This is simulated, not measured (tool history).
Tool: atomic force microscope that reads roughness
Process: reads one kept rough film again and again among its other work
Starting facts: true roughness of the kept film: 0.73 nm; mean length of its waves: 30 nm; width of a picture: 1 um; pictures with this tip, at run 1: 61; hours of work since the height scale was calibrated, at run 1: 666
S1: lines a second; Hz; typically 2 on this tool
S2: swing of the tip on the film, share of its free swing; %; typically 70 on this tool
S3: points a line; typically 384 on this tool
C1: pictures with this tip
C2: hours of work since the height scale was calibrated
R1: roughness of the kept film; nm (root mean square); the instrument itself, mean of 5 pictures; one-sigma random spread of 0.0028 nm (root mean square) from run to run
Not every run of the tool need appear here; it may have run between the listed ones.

run	hour	S1	S2	S3	C1	C2	R1
1	0	2	70	384	61	666	0.653
2	26.6	0.74	70	384	110	684	0.686
3	55.7	2	70	384	162	705	0.648
4	78.9	2	70	384	204	721	0.652
5	108.5	2	70	384	258	742	0.651
6	139.5	2	70	384	314	763	0.65
# hour 147.2: new tip fitted
7	171.2	2	70	384	44	785	0.65
8	190.2	2	70	384	78	798	0.65
9	225.7	2	70	561	142	823	0.658

What does the tool deliver on the next run?
10	261.8	3.53	70	384	208	848	?

R1: 0.619 nm (root mean square)
The same run, on a tool lacking any hidden state, would have yielded R1 0.62 nm (root mean square).

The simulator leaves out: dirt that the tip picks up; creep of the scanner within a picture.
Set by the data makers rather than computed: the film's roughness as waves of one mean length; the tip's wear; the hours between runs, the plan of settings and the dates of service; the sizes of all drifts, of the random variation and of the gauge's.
